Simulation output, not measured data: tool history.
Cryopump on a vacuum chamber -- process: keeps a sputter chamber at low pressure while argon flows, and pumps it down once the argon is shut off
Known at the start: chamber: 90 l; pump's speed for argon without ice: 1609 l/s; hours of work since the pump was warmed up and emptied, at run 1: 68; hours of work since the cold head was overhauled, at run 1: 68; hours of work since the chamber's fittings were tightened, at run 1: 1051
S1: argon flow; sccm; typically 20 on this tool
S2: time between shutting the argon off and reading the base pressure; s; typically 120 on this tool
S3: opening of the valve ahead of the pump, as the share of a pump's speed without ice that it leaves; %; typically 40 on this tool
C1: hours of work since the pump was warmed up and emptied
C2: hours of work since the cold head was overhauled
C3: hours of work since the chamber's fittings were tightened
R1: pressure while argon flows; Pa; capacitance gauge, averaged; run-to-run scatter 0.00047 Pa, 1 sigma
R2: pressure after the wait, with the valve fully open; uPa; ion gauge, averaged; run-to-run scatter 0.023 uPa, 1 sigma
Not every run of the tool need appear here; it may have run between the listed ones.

run,hour,S1,S2,S3,C1,C2,C3,R1,R2
1,0,20,120,40,68,68,1051,0.0534,1.78
2,16.6,20,120,40,79,79,1063,0.0538,1.75
3,38.4,20,120,40,93,93,1077,0.0526,1.77
4,61.2,20,120,40,109,109,1092,0.0527,1.77
5,74.3,12,120,40,117,117,1101,0.0326,1.78
6,95.8,12,120,40,132,132,1115,0.0325,1.86
7,110,32,120,40,141,141,1125,0.0858,1.86
8,125,32,120,40,151,151,1135,0.0865,1.86
9,147.7,21,120,40,166,166,1150,0.0568,1.85
10,158.9,21,120,40,174,174,1157,0.0574,1.92
11,181.4,21,120,40,189,189,1172,0.0573,1.9
12,195.5,21,120,40,198,198,1182,0.057,1.92
13,210.7,20,67,40,208,208,1192,0.0537,2.38
14,233.4,20,67,40,223,223,1207,0.0541,2.49
15,247.7,16,120,40,233,233,1216,0.0428,2.01
16,269,16,24,40,247,247,1230,0.0437,4.21
17,287.4,20,120,40,259,259,1243,0.054,2.03
18,307.6,10,36,45,273,273,1256,0.0247,3.31
19,323,20,143,45,283,283,1266,0.0483,1.94
20,341.4,13,281,47,295,295,1279,0.032,1.79
21,363.3,20,43,23,310,310,1293,0.0942,3.06
22,384.8,19,88,56,324,324,1308,0.0381,2.33
23,394.3,20,120,18,330,330,1314,0.1194,2.14
24,412.9,11,107,38,343,343,1326,0.0315,2.24
25,424.9,11,107,38,351,351,1334,0.0319,2.32
26,437.5,11,107,38,359,359,1343,0.0323,2.34
27,458.2,19,62,18,373,373,1356,0.1145,2.83
28,468.9,19,62,18,380,380,1363,0.1137,2.81
29,479.1,8,22,19,387,387,1370,0.046,4.62
30,501.9,8,22,19,402,402,1385,0.0457,4.67
31,523.7,9,32,40,416,416,1400,0.0256,3.7
32,538.1,14,32,40,426,426,1410,0.0391,3.79
33,560.5,14,32,40,441,441,1424,0.0385,3.89
34,581.5,24,32,40,455,455,1438,0.0684,3.96

4 options for the next run, each taken on its own from the tool as it stands now. Forecast them:
A,603.3,34,30,56,469,469,1453,?,?
B,603.3,20,75,17,469,469,1453,?,?
C,603.3,28,129,43,469,469,1453,?,?
D,603.3,18,120,17,469,469,1453,?,?

run,R1,R2
A,0.0718,4.06
B,0.1283,2.78
C,0.075,2.32
D,0.1149,2.47
Had the tool no hidden state, the same runs would have come out as:
run,R1,R2
A,0.0649,2.4
B,0.1242,1.1
C,0.0693,0.69
D,0.1112,0.77

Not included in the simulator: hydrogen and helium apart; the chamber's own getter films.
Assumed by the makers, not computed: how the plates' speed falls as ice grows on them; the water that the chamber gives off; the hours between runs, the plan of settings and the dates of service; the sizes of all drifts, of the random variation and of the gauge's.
